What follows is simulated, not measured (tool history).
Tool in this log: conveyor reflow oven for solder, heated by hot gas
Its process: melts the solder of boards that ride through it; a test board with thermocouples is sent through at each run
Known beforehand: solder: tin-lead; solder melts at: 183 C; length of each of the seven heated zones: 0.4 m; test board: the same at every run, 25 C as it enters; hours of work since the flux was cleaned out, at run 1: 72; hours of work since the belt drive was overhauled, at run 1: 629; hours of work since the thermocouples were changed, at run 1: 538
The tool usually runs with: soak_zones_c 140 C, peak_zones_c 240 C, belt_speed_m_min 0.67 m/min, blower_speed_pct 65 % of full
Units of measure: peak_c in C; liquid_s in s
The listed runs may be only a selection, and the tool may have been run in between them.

run   hour  soak_zones_c  peak_zones_c  belt_speed_m_min  blower_speed_pct  hours of work since the flux was cleaned out  hours of work since the belt drive was overhauled  hours of work since the thermocouples were changed  peak_c  liquid_s
  1      0           140           240              0.67                65                                            72                                                629                                                 538   221.5     56.92
      13.9  -- thermocouples of zones 6 and 7 changed
  2   21.7           140           240              0.67                65                                            82                                                639                                                   4   221.5     56.87
  3   40.9           140           251              0.67                65                                            92                                                649                                                  14     231     62.33
  4   71.6           140           241              0.67                65                                           107                                                664                                                  29   222.6     57.35
  5  106.9           140           240              0.67                65                                           125                                                682                                                  47   221.7     56.73
  6  146.1           140           230              0.67                65                                           145                                                702                                                  67     213     50.73
  7  179.4           140           230              0.67                65                                           161                                                719                                                  83   213.1     50.83
  8  220.3           140           240              0.67                55                                           182                                                739                                                 104   218.2     53.96
  9  239.6           140           240              0.67                55                                           192                                                749                                                 114   218.3     54.07
 10  273.7           140           240              0.67                65                                           209                                                766                                                 131   221.6     56.94
     285.6  -- flux residue cleaned out of gas plates and filters
 11    314           140           240              0.67                65                                            14                                                784                                                 149   221.7     57.04
 12  347.3           140           240              0.67                65                                            31                                                801                                                 166   221.6     56.93
 13  367.4           140           240              0.67                70                                            41                                                811                                                 176   223.1     57.98
 14  408.9           140           240              0.67                65                                            62                                                832                                                 197   221.5     56.89
 15  438.8           140           240              0.67                90                                            77                                                847                                                 212   227.5     60.97
 16    469           140           240              0.67                90                                            92                                                862                                                 227   227.5     61.07
 17  501.3           151           240              0.67                90                                           109                                                878                                                 243   228.8     65.16
 18  542.6           138           251             0.638                65                                           130                                                899                                                 264   232.5     65.64
 19  575.7           138           232             0.638                61                                           146                                                916                                                 281   214.9     54.15
 20  612.7           138           232             0.638                61                                           165                                                935                                                 299   214.9     54.19
 21    653           154           232             0.638                84                                           185                                                955                                                 320   222.1     66.44
 22  686.6           154           232             0.638                84                                           202                                                972                                                 337   222.2      66.6
     708.6  -- flux residue cleaned out of gas plates and filters
 23  708.9           154           248               0.8                88                                             0                                                981                                                 345     231     56.26
     729.6  -- belt drive overhauled, speed set with a stopwatch
 24  736.3           150           240              0.67                65                                            12                                                  3                                                 357   223.5      61.7
 25  761.8           150           240              0.67                59                                            25                                                 16                                                 370   221.7     60.34
 26  793.7           148           229              0.67                69                                            41                                                 32                                                 386   214.6     55.45
 27  832.5           148           229              0.67                69                                            60                                                 52                                                 406   214.7     55.57
 28  858.8           148           229              0.67                69                                            74                                                 65                                                 419   214.6     55.32
 29  882.1           133           229             0.791                59                                            85                                                 77                                                 431   202.7     30.86
 30  902.5           133           248             0.786                59                                            96                                                 87                                                 441     218     43.56

Consider 3 possible next runs. They are alternatives, not a sequence: every one starts from the tool as it was left by run 30. What does each give?
  A  929.1           128           240             0.792                65                                           109                                                101                                                 454       ?         ?
  B  929.1           133           248             0.786                53                                           109                                                101                                                 454       ?         ?
  C  929.1           140           240             0.705                65                                           109                                                101                                                 454       ?         ?

run  peak_c  liquid_s
  A   212.6     38.24
  B   215.1     41.13
  C   219.7     52.63
With the hidden condition removed and each run's random variation left untouched, the same runs would have given:
run  peak_c  liquid_s
  A   212.6     38.28
  B   215.1     41.16
  C   219.7     52.66
